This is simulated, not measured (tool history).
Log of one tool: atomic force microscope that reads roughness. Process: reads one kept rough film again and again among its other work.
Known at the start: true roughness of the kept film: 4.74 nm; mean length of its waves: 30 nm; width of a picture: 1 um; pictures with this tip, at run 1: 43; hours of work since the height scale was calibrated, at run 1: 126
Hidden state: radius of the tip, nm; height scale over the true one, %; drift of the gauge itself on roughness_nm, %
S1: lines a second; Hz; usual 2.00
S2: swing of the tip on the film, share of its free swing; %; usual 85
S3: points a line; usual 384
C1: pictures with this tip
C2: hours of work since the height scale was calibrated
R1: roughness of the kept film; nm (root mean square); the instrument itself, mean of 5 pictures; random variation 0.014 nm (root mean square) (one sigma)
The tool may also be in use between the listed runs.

{"run": 1, "hour": 0.0, "S1": 2.0, "S2": 85, "S3": 384, "C1": 43, "C2": 126, "R1": 3.116}
{"run": 2, "hour": 6.7, "S1": 2.0, "S2": 85, "S3": 384, "C1": 54, "C2": 130, "R1": 3.039}
{"run": 3, "hour": 16.1, "S1": 2.0, "S2": 70, "S3": 384, "C1": 68, "C2": 135, "R1": 3.248}
{"run": 4, "hour": 23.1, "S1": 2.0, "S2": 70, "S3": 384, "C1": 79, "C2": 138, "R1": 3.185}
{"run": 5, "hour": 29.0, "S1": 2.0, "S2": 70, "S3": 384, "C1": 88, "C2": 141, "R1": 3.132}
{"run": 6, "hour": 35.7, "S1": 2.0, "S2": 70, "S3": 384, "C1": 98, "C2": 145, "R1": 3.076}
{"run": 7, "hour": 47.2, "S1": 2.0, "S2": 85, "S3": 384, "C1": 115, "C2": 151, "R1": 2.715}
{"run": 8, "hour": 53.1, "S1": 2.0, "S2": 85, "S3": 384, "C1": 124, "C2": 154, "R1": 2.689}
{"run": 9, "hour": 65.0, "S1": 2.0, "S2": 85, "S3": 384, "C1": 142, "C2": 160, "R1": 2.616}
{"run": 10, "hour": 72.9, "S1": 2.0, "S2": 85, "S3": 897, "C1": 154, "C2": 164, "R1": 2.554}
{"run": 11, "hour": 83.3, "S1": 2.0, "S2": 85, "S3": 603, "C1": 170, "C2": 170, "R1": 2.505}
{"hour": 86.0, "done": "new tip fitted"}
{"run": 12, "hour": 89.4, "S1": 2.67, "S2": 85, "S3": 384, "C1": 5, "C2": 173, "R1": 3.206}
{"run": 13, "hour": 94.3, "S1": 2.0, "S2": 85, "S3": 700, "C1": 12, "C2": 175, "R1": 3.378}
{"run": 14, "hour": 102.7, "S1": 2.0, "S2": 85, "S3": 384, "C1": 25, "C2": 180, "R1": 3.256}
{"run": 15, "hour": 114.6, "S1": 1.02, "S2": 85, "S3": 384, "C1": 43, "C2": 186, "R1": 3.402}
{"run": 16, "hour": 120.6, "S1": 1.02, "S2": 85, "S3": 384, "C1": 52, "C2": 189, "R1": 3.376}
{"run": 17, "hour": 128.8, "S1": 1.02, "S2": 85, "S3": 384, "C1": 65, "C2": 193, "R1": 3.283}
{"run": 18, "hour": 135.5, "S1": 1.44, "S2": 85, "S3": 384, "C1": 75, "C2": 197, "R1": 3.109}
{"run": 19, "hour": 141.3, "S1": 2.0, "S2": 85, "S3": 384, "C1": 84, "C2": 200, "R1": 2.904}
{"run": 20, "hour": 149.6, "S1": 2.0, "S2": 85, "S3": 384, "C1": 97, "C2": 204, "R1": 2.855}
{"run": 21, "hour": 155.2, "S1": 2.0, "S2": 85, "S3": 384, "C1": 105, "C2": 207, "R1": 2.776}
{"run": 22, "hour": 161.1, "S1": 2.0, "S2": 85, "S3": 384, "C1": 114, "C2": 210, "R1": 2.755}
{"run": 23, "hour": 169.8, "S1": 2.0, "S2": 85, "S3": 384, "C1": 127, "C2": 215, "R1": 2.692}
{"run": 24, "hour": 179.7, "S1": 0.85, "S2": 85, "S3": 384, "C1": 142, "C2": 220, "R1": 2.886}
{"run": 25, "hour": 188.7, "S1": 0.85, "S2": 85, "S3": 384, "C1": 156, "C2": 224, "R1": 2.85}
{"run": 26, "hour": 199.7, "S1": 0.85, "S2": 85, "S3": 384, "C1": 173, "C2": 230, "R1": 2.784}
{"hour": 201.3, "done": "new tip fitted"}
{"run": 27, "hour": 206.3, "S1": 2.75, "S2": 68, "S3": 422, "C1": 8, "C2": 233, "R1": 3.605}
{"run": 28, "hour": 216.6, "S1": 2.0, "S2": 84, "S3": 626, "C1": 24, "C2": 239, "R1": 3.275}
{"run": 29, "hour": 223.6, "S1": 0.97, "S2": 59, "S3": 545, "C1": 34, "C2": 242, "R1": 3.744}
{"run": 30, "hour": 233.2, "S1": 3.07, "S2": 61, "S3": 384, "C1": 49, "C2": 247, "R1": 3.424}
{"run": 31, "hour": 244.4, "S1": 3.07, "S2": 61, "S3": 384, "C1": 66, "C2": 253, "R1": 3.318}
{"run": 32, "hour": 252.4, "S1": 3.25, "S2": 70, "S3": 294, "C1": 78, "C2": 257, "R1": 3.012}
{"run": 33, "hour": 261.4, "S1": 3.25, "S2": 70, "S3": 294, "C1": 92, "C2": 262, "R1": 2.936}
{"run": 34, "hour": 268.4, "S1": 1.93, "S2": 77, "S3": 549, "C1": 103, "C2": 266, "R1": 2.961}
{"run": 35, "hour": 275.1, "S1": 0.88, "S2": 85, "S3": 686, "C1": 113, "C2": 269, "R1": 3.03}
{"run": 36, "hour": 280.2, "S1": 1.36, "S2": 85, "S3": 453, "C1": 121, "C2": 272, "R1": 2.865}
{"run": 37, "hour": 288.0, "S1": 1.36, "S2": 85, "S3": 453, "C1": 133, "C2": 276, "R1": 2.809}
{"run": 38, "hour": 293.0, "S1": 0.65, "S2": 64, "S3": 923, "C1": 140, "C2": 279, "R1": 3.088}
{"run": 39, "hour": 302.4, "S1": 2.12, "S2": 63, "S3": 481, "C1": 154, "C2": 284, "R1": 2.889}
{"run": 40, "hour": 310.4, "S1": 2.0, "S2": 85, "S3": 496, "C1": 167, "C2": 288, "R1": 2.508}
{"hour": 315.9, "done": "new tip fitted"}
{"run": 41, "hour": 319.2, "S1": 2.0, "S2": 56, "S3": 559, "C1": 5, "C2": 292, "R1": 3.883}
{"run": 42, "hour": 324.2, "S1": 2.62, "S2": 75, "S3": 504, "C1": 13, "C2": 295, "R1": 3.395}
{"run": 43, "hour": 336.0, "S1": 2.0, "S2": 85, "S3": 559, "C1": 31, "C2": 301, "R1": 3.209}
{"run": 44, "hour": 341.9, "S1": 2.76, "S2": 57, "S3": 340, "C1": 40, "C2": 304, "R1": 3.525}
{"run": 45, "hour": 352.6, "S1": 2.76, "S2": 57, "S3": 340, "C1": 56, "C2": 309, "R1": 3.441}
{"run": 46, "hour": 359.3, "S1": 2.76, "S2": 64, "S3": 287, "C1": 66, "C2": 313, "R1": 3.241}
{"run": 47, "hour": 365.6, "S1": 2.76, "S2": 64, "S3": 287, "C1": 76, "C2": 316, "R1": 3.191}
{"run": 48, "hour": 374.4, "S1": 2.0, "S2": 73, "S3": 591, "C1": 89, "C2": 321, "R1": 3.102}
{"run": 49, "hour": 384.8, "S1": 2.0, "S2": 70, "S3": 384, "C1": 105, "C2": 326, "R1": 3.024}
{"run": 50, "hour": 391.6, "S1": 2.0, "S2": 70, "S3": 384, "C1": 115, "C2": 330, "R1": 2.992}
{"run": 51, "hour": 400.0, "S1": 0.85, "S2": 76, "S3": 870, "C1": 128, "C2": 334, "R1": 3.033}
{"run": 52, "hour": 407.9, "S1": 0.85, "S2": 76, "S3": 870, "C1": 140, "C2": 338, "R1": 2.951}

4 ways to go on from here, each from the tool as it stands after run 52. What would each give?
{"run": "A", "hour": 413.9, "S1": 1.82, "S2": 76, "S3": 870, "C1": 149, "C2": 341, "R1": "?"}
{"run": "B", "hour": 413.9, "S1": 3.16, "S2": 60, "S3": 323, "C1": 149, "C2": 341, "R1": "?"}
{"run": "C", "hour": 413.9, "S1": 3.3, "S2": 76, "S3": 485, "C1": 149, "C2": 341, "R1": "?"}
{"run": "D", "hour": 413.9, "S1": 1.79, "S2": 85, "S3": 381, "C1": 149, "C2": 341, "R1": "?"}

run=A R1=2.768
run=B R1=2.837
run=C R1=2.540
run=D R1=2.612
Without the tool's hidden state the same runs would have given:
run=A R1=3.713
run=B R1=3.810
run=C R1=3.412
run=D R1=3.505
